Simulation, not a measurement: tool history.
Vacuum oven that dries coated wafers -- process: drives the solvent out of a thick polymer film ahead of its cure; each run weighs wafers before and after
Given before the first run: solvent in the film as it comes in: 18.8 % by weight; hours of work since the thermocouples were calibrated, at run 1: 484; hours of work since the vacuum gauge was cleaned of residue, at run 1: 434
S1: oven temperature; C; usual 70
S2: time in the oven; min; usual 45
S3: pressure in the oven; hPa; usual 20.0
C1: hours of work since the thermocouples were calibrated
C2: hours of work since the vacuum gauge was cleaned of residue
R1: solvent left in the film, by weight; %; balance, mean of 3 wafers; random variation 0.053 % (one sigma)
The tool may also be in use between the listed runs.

| run | hour | S1 | S2 | S3 | C1 | C2 | R1 |
|---|---|---|---|---|---|---|---|
| 1 | 0.0 | 70 | 45 | 20.0 | 484 | 434 | 1.86 |
| 2 | 20.1 | 70 | 45 | 20.0 | 498 | 449 | 1.89 |
| 3 | 39.5 | 70 | 45 | 20.0 | 512 | 463 | 1.84 |
| 4 | 51.0 | 70 | 45 | 30.4 | 520 | 471 | 2.55 |
| 5 | 72.0 | 70 | 45 | 30.4 | 536 | 486 | 2.49 |
| 6 | 93.5 | 70 | 45 | 20.0 | 551 | 502 | 1.90 |
| 7 | 110.7 | 70 | 45 | 20.0 | 564 | 514 | 1.93 |
| 8 | 124.9 | 70 | 45 | 15.9 | 574 | 525 | 1.63 |
| 9 | 145.4 | 70 | 45 | 15.9 | 589 | 539 | 1.62 |
| 10 | 156.6 | 70 | 45 | 15.9 | 597 | 548 | 1.55 |
| 11 | 166.3 | 70 | 45 | 15.9 | 604 | 555 | 1.69 |
| 12 | 183.2 | 70 | 45 | 15.9 | 616 | 567 | 1.72 |
| 13 | 194.4 | 75 | 45 | 20.0 | 624 | 575 | 1.31 |
| 14 | 208.1 | 83 | 45 | 20.0 | 634 | 585 | 0.73 |
| 15 | 229.7 | 83 | 45 | 20.0 | 650 | 601 | 0.84 |
| 16 | 245.0 | 83 | 45 | 20.0 | 661 | 612 | 0.79 |
| 17 | 266.6 | 60 | 33 | 20.0 | 677 | 627 | 6.58 |
| 18 | 278.5 | 70 | 43 | 20.0 | 685 | 636 | 1.96 |
| 19 | 296.3 | 70 | 70 | 58.7 | 698 | 649 | 3.86 |
| 20 | 317.0 | 83 | 36 | 18.9 | 713 | 664 | 0.76 |
| 21 | 331.3 | 83 | 36 | 18.9 | 723 | 674 | 0.81 |
| 22 | 351.0 | 80 | 58 | 18.9 | 738 | 688 | 0.91 |
| 23 | 367.7 | 75 | 62 | 29.2 | 750 | 700 | 1.58 |
| 24 | 386.2 | 71 | 62 | 71.8 | 763 | 714 | 4.55 |
| 25 | 396.4 | 71 | 62 | 71.8 | 771 | 721 | 4.51 |
| 26 | 409.8 | 71 | 62 | 71.8 | 780 | 731 | 4.55 |
| 27 | 428.0 | 71 | 45 | 65.0 | 793 | 744 | 4.36 |
| 28 | 439.0 | 71 | 45 | 16.3 | 801 | 752 | 1.46 |
| 29 | 455.0 | 63 | 33 | 16.3 | 813 | 764 | 4.91 |

Branching from run 29: 5 alternative next runs. What would each branch give?
| A | 466.0 | 71 | 33 | 25.6 | 821 | 772 | ? |
| B | 466.0 | 63 | 33 | 10.8 | 821 | 772 | ? |
| C | 466.0 | 63 | 53 | 14.3 | 821 | 772 | ? |
| D | 466.0 | 70 | 45 | 56.6 | 821 | 772 | ? |
| E | 466.0 | 63 | 33 | 42.1 | 821 | 772 | ? |

| run | R1 |
|---|---|
| A | 2.64 |
| B | 4.57 |
| C | 2.74 |
| D | 4.12 |
| E | 6.56 |
Take away the tool's hidden state, keep each run's random variation, and the runs would have read:
| run | R1 |
|---|---|
| A | 2.57 |
| B | 4.54 |
| C | 2.64 |
| D | 4.05 |
| E | 6.54 |

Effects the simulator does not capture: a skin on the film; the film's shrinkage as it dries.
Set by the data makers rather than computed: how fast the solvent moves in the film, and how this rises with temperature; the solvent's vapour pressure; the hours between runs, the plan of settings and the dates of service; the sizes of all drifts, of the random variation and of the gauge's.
